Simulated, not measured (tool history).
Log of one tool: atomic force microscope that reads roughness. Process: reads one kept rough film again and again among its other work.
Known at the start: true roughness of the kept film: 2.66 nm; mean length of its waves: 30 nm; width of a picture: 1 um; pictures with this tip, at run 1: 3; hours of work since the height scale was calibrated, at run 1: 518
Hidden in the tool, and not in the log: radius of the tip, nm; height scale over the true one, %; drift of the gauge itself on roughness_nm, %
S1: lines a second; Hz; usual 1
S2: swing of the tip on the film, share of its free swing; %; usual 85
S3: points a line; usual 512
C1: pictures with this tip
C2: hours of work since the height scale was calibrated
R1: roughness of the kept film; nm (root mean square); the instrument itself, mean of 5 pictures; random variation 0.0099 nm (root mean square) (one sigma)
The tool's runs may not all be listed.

run,hour,S1,S2,S3,C1,C2,R1
1,0,1,85,512,3,518,2.264
2,22,1,85,512,40,532,2.26
3,35.8,1,85,661,63,541,2.278
4,50.7,1,85,661,88,550,2.261
5,62.2,1,59,512,107,557,2.432
6,85.3,1,59,512,146,572,2.441
# hour 90.5: new tip fitted
7,105.5,1,59,512,25,584,2.454
8,115.3,1,59,512,42,590,2.447
9,136.2,1,59,794,77,603,2.448
10,156.8,1,59,794,111,616,2.433
11,172.4,1,59,794,138,626,2.443
# hour 182.5: new tip fitted
12,195.8,0.67,85,512,22,640,2.342
13,210.4,0.67,85,512,47,649,2.356
14,221.7,1,85,512,66,657,2.265
15,236.7,1,85,512,91,666,2.275
16,258.8,1,85,512,128,680,2.267
# hour 275.1: new tip fitted
17,280.2,1,85,512,8,693,2.272
18,300.4,1,85,512,42,706,2.273
19,321.7,1,85,512,78,719,2.27
20,334.1,1.21,64,480,99,727,2.399
21,352.3,1.21,64,480,129,738,2.406
22,364.5,1,60,337,150,746,2.419
# hour 368.9: new tip fitted
23,383.3,2.3,60,337,25,757,2.339
24,398.7,1.66,66,267,50,767,2.328
25,422.5,1,68,418,90,782,2.395
26,444.4,1,68,418,127,796,2.376
27,458.8,1,68,418,151,805,2.36
# hour 461.3: new tip fitted
28,474.8,1,68,418,22,814,2.384
29,491.4,1.1,77,347,50,825,2.315
30,506.2,1.1,77,347,75,834,2.323
31,528.5,0.59,85,512,113,848,2.368
32,543,0.59,85,512,137,857,2.347
# hour 555: new tip fitted
33,561.5,0.59,85,512,11,868,2.366
34,584.8,1,71,512,50,883,2.388
35,599.6,1,85,743,75,892,2.275
36,611.8,3.16,85,743,96,900,1.883
37,633.5,2.87,76,704,132,913,2.117

5 ways to go on from here, each from the tool as it stands after run 37. What would each give?
# hour 647.8: new tip fitted
A,651.1,1,85,292,6,924,?
# hour 647.8: new tip fitted
B,651.1,1.65,90,512,6,924,?
# hour 647.8: new tip fitted
C,651.1,0.71,84,427,6,924,?
# hour 647.8: new tip fitted
D,651.1,0.58,85,512,6,924,?
# hour 647.8: new tip fitted
E,651.1,1.72,85,991,6,924,?

run,R1
A,2.246
B,2.058
C,2.337
D,2.344
E,2.124
Without the tool's hidden state the same runs would have given:
run,R1
A,2.246
B,2.058
C,2.337
D,2.343
E,2.124
